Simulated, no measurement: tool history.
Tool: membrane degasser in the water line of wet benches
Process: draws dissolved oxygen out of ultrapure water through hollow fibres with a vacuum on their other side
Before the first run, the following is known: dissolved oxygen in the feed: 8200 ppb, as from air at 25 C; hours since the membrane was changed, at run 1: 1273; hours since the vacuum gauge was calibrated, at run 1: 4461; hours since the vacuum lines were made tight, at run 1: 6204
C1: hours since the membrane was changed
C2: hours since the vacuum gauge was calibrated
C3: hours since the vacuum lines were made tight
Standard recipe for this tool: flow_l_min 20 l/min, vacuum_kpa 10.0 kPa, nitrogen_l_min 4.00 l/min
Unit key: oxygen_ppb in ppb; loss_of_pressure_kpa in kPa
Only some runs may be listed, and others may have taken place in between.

run 1 day=0.000 | flow_l_min=20 vacuum_kpa=10.0 nitrogen_l_min=4.00 | C1=1273 C2=4461 C3=6204 | oxygen_ppb=97.2 loss_of_pressure_kpa=64.16
run 2 day=1.592 | flow_l_min=20 vacuum_kpa=10.0 nitrogen_l_min=4.00 | C1=1311 C2=4499 C3=6242 | oxygen_ppb=96.0 loss_of_pressure_kpa=64.46
run 3 day=3.379 | flow_l_min=20 vacuum_kpa=10.0 nitrogen_l_min=4.00 | C1=1354 C2=4542 C3=6285 | oxygen_ppb=98.5 loss_of_pressure_kpa=64.80
run 4 day=5.071 | flow_l_min=20 vacuum_kpa=10.0 nitrogen_l_min=4.00 | C1=1395 C2=4583 C3=6326 | oxygen_ppb=98.1 loss_of_pressure_kpa=64.19
run 5 day=6.079 | flow_l_min=17 vacuum_kpa=10.0 nitrogen_l_min=4.00 | C1=1419 C2=4607 C3=6350 | oxygen_ppb=81.6 loss_of_pressure_kpa=54.92
run 6 day=7.567 | flow_l_min=17 vacuum_kpa=10.0 nitrogen_l_min=4.00 | C1=1455 C2=4643 C3=6386 | oxygen_ppb=82.2 loss_of_pressure_kpa=54.89
run 7 day=9.238 | flow_l_min=17 vacuum_kpa=10.0 nitrogen_l_min=4.00 | C1=1495 C2=4683 C3=6426 | oxygen_ppb=82.8 loss_of_pressure_kpa=55.07
-- day=9.562 seals of the vacuum lines changed
run 8 day=10.504 | flow_l_min=14 vacuum_kpa=10.0 nitrogen_l_min=1.95 | C1=1523 C2=4711 C3=23 | oxygen_ppb=122.3 loss_of_pressure_kpa=45.30

Run 9 comes next. What will it give?
run 9 day=11.729 | flow_l_min=20 vacuum_kpa=17.6 nitrogen_l_min=7.47 | C1=1552 C2=4741 C3=52 | oxygen_ppb=? loss_of_pressure_kpa=?

Run 9 came out at oxygen_ppb 104.4 ppb, loss_of_pressure_kpa 64.91 kPa.
If the tool had no hidden condition, the same run with the same run-to-run variation would have returned oxygen_ppb 101.4 ppb, loss_of_pressure_kpa 64.26 kPa.
